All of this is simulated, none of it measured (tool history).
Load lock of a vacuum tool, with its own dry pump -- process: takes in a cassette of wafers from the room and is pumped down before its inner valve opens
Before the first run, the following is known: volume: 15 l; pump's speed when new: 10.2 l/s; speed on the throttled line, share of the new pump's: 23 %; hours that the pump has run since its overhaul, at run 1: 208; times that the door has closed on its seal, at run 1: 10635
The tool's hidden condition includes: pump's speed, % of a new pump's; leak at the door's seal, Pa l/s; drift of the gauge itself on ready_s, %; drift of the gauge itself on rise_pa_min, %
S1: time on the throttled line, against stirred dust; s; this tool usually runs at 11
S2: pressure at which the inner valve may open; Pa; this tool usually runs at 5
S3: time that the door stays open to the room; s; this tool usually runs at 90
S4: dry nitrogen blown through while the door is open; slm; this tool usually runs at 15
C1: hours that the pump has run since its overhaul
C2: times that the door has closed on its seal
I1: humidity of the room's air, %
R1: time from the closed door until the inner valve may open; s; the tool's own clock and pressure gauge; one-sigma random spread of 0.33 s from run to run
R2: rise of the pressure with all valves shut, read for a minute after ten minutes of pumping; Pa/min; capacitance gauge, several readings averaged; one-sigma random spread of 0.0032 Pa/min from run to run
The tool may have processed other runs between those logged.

run	hour	S1	S2	S3	S4	C1	C2	I1	R1	R2
1	0	11	5	90	15	208	10635	44.2	23.5	0.119
2	120.2	11	5	90	15	329	11018	45.6	23.2	0.127
3	253.2	11	10	90	15	461	11442	44.8	22.3	0.12
4	451	11	10	90	15	659	12073	45.2	22	0.121
5	603.6	11	5	90	29	812	12559	46.7	22.3	0.094
6	844.6	11	5	90	29	1053	13327	43.1	23.2	0.098
7	960	11	5	90	15	1168	13695	44.1	23.6	0.119
8	1093.8	11	5	90	15	1302	14122	46.6	23.6	0.125
9	1257.8	11	5	90	15	1466	14644	45.4	22.8	0.121
10	1434.5	11	5	90	15	1643	15207	41.6	23.6	0.114
11	1654.2	12	5	90	15	1863	15908	48.8	23.8	0.131
12	1839.5	12	5	90	15	2048	16498	43.9	23.6	0.118
13	1990.5	10	5	90	15	2199	16980	42.6	22	0.113
14	2178.6	10	5	90	15	2387	17579	45.3	22.9	0.122
15	2365	10	5	90	15	2573	18173	45.9	22.7	0.121
16	2511	11	5	90	15	2719	18639	48.7	23.4	0.132
17	2745.5	11	5	90	15	2954	19386	43.8	23.9	0.123
18	2936.9	11	5	90	15	3145	19996	46.3	23.4	0.122
19	3178.4	11	8	90	9	3387	20766	41.1	22.5	0.13
20	3423.9	18	7	47	8	3632	21549	45.8	28.4	0.091
21	3652.7	11	8	38	19	3861	22278	45.8	22.5	0.063
22	3838.8	12	8	198	19	4047	22871	46.4	23	0.208
23	3975.2	12	8	198	19	4184	23306	41.6	23	0.184
24	4161.4	11	5	217	10	4370	23899	42.2	22.5	0.246
25	4367.1	11	5	217	10	4575	24555	46.9	23.3	0.279
# hour 4404.5: door's seal changed, seat wiped
26	4470.8	11	5	217	10	4678	211	40.3	23.3	0.243
27	4686.5	11	5	73	15	4893	898	45	23.5	0.1
28	4872.5	11	5	73	15	5079	1491	44.2	23.2	0.098
29	5106	11	5	73	15	5313	2235	40.5	23	0.093
30	5220.2	9	5	73	18	5427	2599	43.6	21.9	0.097
31	5365.4	7	7	73	18	5572	3062	46.4	19.4	0.097
32	5577.3	8	5	90	15	5784	3738	45.1	20.7	0.123
33	5768.3	8	5	90	15	5975	4347	45	20.5	0.124
34	5963	8	5	90	15	6170	4967	44.4	21	0.117
35	6181.8	20	8	135	35	6389	5665	46.8	28.9	0.12

Forecast each of these 3 alternatives for the next run:
A	6399.8	11	7	150	9	6607	6359	43.6	?	?
B	6399.8	14	5	90	28	6607	6359	42.6	?	?
C	6399.8	11	5	90	15	6607	6359	47.6	?	?

run	R1	R2
A	22.6	0.198
B	25.5	0.095
C	22.8	0.124
What these runs would have given with no unlogged condition in the tool:
run	R1	R2
A	22.6	0.197
B	25.5	0.095
C	22.8	0.124

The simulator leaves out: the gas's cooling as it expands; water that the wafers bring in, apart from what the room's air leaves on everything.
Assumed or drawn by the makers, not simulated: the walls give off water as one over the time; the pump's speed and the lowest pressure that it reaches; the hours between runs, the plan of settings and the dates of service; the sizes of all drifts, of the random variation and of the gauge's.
